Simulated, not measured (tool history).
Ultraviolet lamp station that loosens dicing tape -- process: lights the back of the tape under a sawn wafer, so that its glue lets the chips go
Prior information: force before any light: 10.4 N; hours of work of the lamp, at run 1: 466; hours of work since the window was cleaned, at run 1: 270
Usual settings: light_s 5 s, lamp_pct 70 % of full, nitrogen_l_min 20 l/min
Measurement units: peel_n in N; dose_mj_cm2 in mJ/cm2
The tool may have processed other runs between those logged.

run   hour  light_s  lamp_pct  nitrogen_l_min  hours of work of the lamp  hours of work since the window was cleaned  peel_n  dose_mj_cm2
  1      0        5        70              20                        466                                         270   0.637          299
  2   19.4        5        94              20                        475                                         280   0.351          390
  3   34.4        5        94              20                        483                                         287   0.337          395
  4   53.8        5        94              20                        492                                         296   0.346          391
  5   68.4        5        69              20                        499                                         303   0.701          284
  6   81.2        5        69              20                        505                                         310   0.702          288
  7  100.9        5        69              20                        515                                         319   0.686          289
  8  121.4        5        66              20                        525                                         329   0.808          269
  9  137.8        5        66              20                        532                                         337   0.789          269
     139.6  -- window cleaned of glue's vapour
 10  150.8        5        66              20                        538                                           5   0.878          259
 11  175.5        5        70              20                        550                                          17   0.781          274
 12  198.3        2        87              20                        561                                          28   2.688          132
     212.8  -- window cleaned of glue's vapour, once more
 13  218.3        2        87              20                        571                                           3   2.345          149
 14  231.7        5        68               9                        577                                           9    1.31          288

For run 15, what comes out?
 15  251.9        7        67               8                        587                                          19       ?            ?

{"run 15": {"peel_n": 0.763, "dose_mj_cm2": 400}}
Without the tool's hidden state the same run would have given peel_n 0.474 N, dose_mj_cm2 497 mJ/cm2.
